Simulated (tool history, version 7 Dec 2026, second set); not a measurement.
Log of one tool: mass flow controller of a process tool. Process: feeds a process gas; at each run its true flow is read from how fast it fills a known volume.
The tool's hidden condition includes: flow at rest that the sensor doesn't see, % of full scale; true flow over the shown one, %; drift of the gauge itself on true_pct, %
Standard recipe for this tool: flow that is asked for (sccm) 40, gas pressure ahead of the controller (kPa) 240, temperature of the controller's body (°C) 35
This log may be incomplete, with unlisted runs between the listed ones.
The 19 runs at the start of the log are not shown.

run,day,flow that is asked for (sccm),gas pressure ahead of the controller (kPa),temperature of the controller's body (°C),hours of work since the controller was set to zero,hours of work since the controller was changed,true flow (%)
20,159.058,18,225,21,632,5732,99.08
21,167.667,18,259,30,731,5831,100.17
22,176.621,18,259,30,834,5934,99.92
23,185.079,18,259,30,931,6032,100.02
24,194.329,18,259,30,1038,6138,99.67
25,201.3,18,259,30,1118,6218,99.9
26,210.696,18,259,30,1226,6327,99.76
27,218.25,18,259,30,1313,6414,99.77
28,223.358,18,259,30,1372,6472,99.7
29,228.479,18,259,30,1431,6531,99.74
30,233.579,18,259,30,1489,6590,99.72

Run 31, settings as shown, results not yet in. Your forecast:
31,238.85,7,240,38,1550,6651,?

true flow (%): 97.81
Were there no unlogged condition in the tool, this run, its random variation unchanged, would have produced true flow (%) 98.69.
